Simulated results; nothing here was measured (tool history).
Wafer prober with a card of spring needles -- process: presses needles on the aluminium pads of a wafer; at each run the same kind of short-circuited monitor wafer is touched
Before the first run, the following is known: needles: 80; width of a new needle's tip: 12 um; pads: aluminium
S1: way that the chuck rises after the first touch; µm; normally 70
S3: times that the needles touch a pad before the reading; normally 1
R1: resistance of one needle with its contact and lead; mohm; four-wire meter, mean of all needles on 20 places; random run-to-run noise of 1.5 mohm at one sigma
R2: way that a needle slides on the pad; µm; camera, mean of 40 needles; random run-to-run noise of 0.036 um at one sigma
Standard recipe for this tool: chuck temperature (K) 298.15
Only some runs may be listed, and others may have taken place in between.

run 1 hour=0 | S1=70 chuck_temperature_(K)=298.15 S3=1 | R1=136 R2=14.64
run 2 hour=11.4 | S1=70 chuck_temperature_(K)=298.15 S3=1 | R1=135 R2=14.65
run 3 hour=34.2 | S1=70 chuck_temperature_(K)=298.15 S3=1 | R1=135 R2=14.63
run 4 hour=57.7 | S1=70 chuck_temperature_(K)=298.15 S3=1 | R1=136 R2=14.55
run 5 hour=76.3 | S1=70 chuck_temperature_(K)=298.15 S3=1 | R1=139 R2=14.63
run 6 hour=97.6 | S1=70 chuck_temperature_(K)=298.15 S3=1 | R1=133 R2=14.68
run 7 hour=114.2 | S1=61 chuck_temperature_(K)=298.15 S3=1 | R1=140 R2=12.8
run 8 hour=131.9 | S1=61 chuck_temperature_(K)=298.15 S3=1 | R1=138 R2=12.76
run 9 hour=154 | S1=61 chuck_temperature_(K)=298.15 S3=1 | R1=137 R2=12.72
run 10 hour=164.6 | S1=70 chuck_temperature_(K)=298.15 S3=1 | R1=139 R2=14.68
run 11 hour=176.6 | S1=70 chuck_temperature_(K)=298.15 S3=1 | R1=133 R2=14.58
run 12 hour=190.8 | S1=70 chuck_temperature_(K)=316.15 S3=1 | R1=140 R2=14.58
run 13 hour=210.2 | S1=70 chuck_temperature_(K)=316.15 S3=1 | R1=139 R2=14.6
run 14 hour=227.4 | S1=78 chuck_temperature_(K)=316.15 S3=1 | R1=139 R2=16.29
run 15 hour=245.1 | S1=78 chuck_temperature_(K)=316.15 S3=1 | R1=140 R2=16.29
run 16 hour=260.8 | S1=70 chuck_temperature_(K)=304.15 S3=1 | R1=139 R2=14.65
run 17 hour=277.7 | S1=70 chuck_temperature_(K)=298.15 S3=2 | R1=134 R2=14.63
run 18 hour=291.8 | S1=63 chuck_temperature_(K)=298.15 S3=1 | R1=137 R2=13.19
run 19 hour=311.1 | S1=63 chuck_temperature_(K)=298.15 S3=2 | R1=138 R2=13.21
run 20 hour=329.2 | S1=63 chuck_temperature_(K)=298.15 S3=2 | R1=137 R2=13.15
run 21 hour=354.3 | S1=71 chuck_temperature_(K)=328.15 S3=1 | R1=142 R2=14.82
run 22 hour=367.5 | S1=56 chuck_temperature_(K)=318.15 S3=1 | R1=141 R2=11.7
run 23 hour=378.1 | S1=72 chuck_temperature_(K)=318.15 S3=1 | R1=144 R2=15.11
run 24 hour=399.7 | S1=72 chuck_temperature_(K)=318.15 S3=1 | R1=141 R2=15.02
run 25 hour=424.3 | S1=70 chuck_temperature_(K)=347.15 S3=1 | R1=140 R2=14.65
run 26 hour=447.5 | S1=70 chuck_temperature_(K)=298.15 S3=2 | R1=136 R2=14.59
run 27 hour=462.5 | S1=70 chuck_temperature_(K)=298.15 S3=2 | R1=136 R2=14.59
run 28 hour=488.2 | S1=70 chuck_temperature_(K)=329.15 S3=1 | R1=144 R2=14.7
run 29 hour=506.4 | S1=70 chuck_temperature_(K)=329.15 S3=1 | R1=143 R2=14.67
run 30 hour=531.8 | S1=70 chuck_temperature_(K)=317.15 S3=1 | R1=139 R2=14.56
run 31 hour=543.1 | S1=70 chuck_temperature_(K)=317.15 S3=1 | R1=141 R2=14.65
run 32 hour=564.7 | S1=70 chuck_temperature_(K)=317.15 S3=1 | R1=136 R2=14.63
run 33 hour=576.5 | S1=75 chuck_temperature_(K)=298.15 S3=2 | R1=138 R2=15.62
run 34 hour=598.4 | S1=75 chuck_temperature_(K)=298.15 S3=2 | R1=134 R2=15.66

Removed from this log: 26 entries logged between the listed runs. Between which two listed runs does each belong, and how does the tool's hidden state at the listed run before it compare with that at the listed run after it?
Between runs 2 and 3: tips cleaned on abrasive film (hour 25.8)
  debris on the tips, nm: 0.6 -> 0.5
Between runs 3 and 4: tips cleaned on abrasive film (hour 51)
  both runs share identical hidden conditions
Between runs 4 and 5: tips cleaned on abrasive film (hour 75.5)
  debris on the tips, nm: 0.5 -> 0.1
Between runs 6 and 7: tips cleaned on abrasive film (hour 100.1)
  debris on the tips, nm: 0.8 -> 0.7
Between runs 7 and 8: tips cleaned on abrasive film (hour 125.3); height of the first contact set anew (hour 125.6)
  debris on the tips, nm: 0.7 -> 0.4
Between runs 8 and 9: tips cleaned on abrasive film (hour 150)
  debris on the tips, nm: 0.4 -> 0.3
Between runs 10 and 11: tips cleaned on abrasive film (hour 174.8)
  debris on the tips, nm: 0.7 -> 0.2
Between runs 12 and 13: tips cleaned on abrasive film (hour 200.6)
  debris on the tips, nm: 0.7 -> 0.6
Between runs 13 and 14: tips cleaned on abrasive film (hour 225.2)
  debris on the tips, nm: 0.6 -> 0.3; tips' diameter, um: 12 -> 12.01
Between runs 15 and 16: tips cleaned on abrasive film (hour 249.4)
  debris on the tips, nm: 0.7 -> 0.6
Between runs 16 and 17: tips cleaned on abrasive film (hour 273.8)
  debris on the tips, nm: 0.6 -> 0.3
Between runs 18 and 19: tips cleaned on abrasive film (hour 298.6)
  debris on the tips, nm: 0.7 -> 0.6
Between runs 19 and 20: tips cleaned on abrasive film (hour 323.3)
  debris on the tips, nm: 0.6 -> 0.4
Between runs 20 and 21: tips cleaned on abrasive film (hour 349.1)
  both runs share identical hidden conditions
Between runs 22 and 23: tips cleaned on abrasive film (hour 373.8)
  debris on the tips, nm: 0.7 -> 0.4
Between runs 23 and 24: tips cleaned on abrasive film (hour 398)
  debris on the tips, nm: 0.4 -> 0.2
Between runs 24 and 25: tips cleaned on abrasive film (hour 422.6)
  both runs share identical hidden conditions
Between runs 25 and 26: height of the first contact set anew (hour 431.2); tips cleaned on abrasive film (hour 447.5)
  debris on the tips, nm: 0.2 -> 0
Between runs 27 and 28: tips cleaned on abrasive film (hour 471.8)
  both runs share identical hidden conditions
Between runs 28 and 29: tips cleaned on abrasive film (hour 497.7)
  debris on the tips, nm: 0.7 -> 0.5
Between runs 29 and 30: tips cleaned on abrasive film (hour 522.1)
  both runs share identical hidden conditions
Between runs 31 and 32: tips cleaned on abrasive film (hour 546.9)
  debris on the tips, nm: 0.8 -> 0.7
Between runs 32 and 33: tips cleaned on abrasive film (hour 571.5)
  debris on the tips, nm: 0.7 -> 0.4
Between runs 33 and 34: tips cleaned on abrasive film (hour 596.8)
  debris on the tips, nm: 0.4 -> 0.2
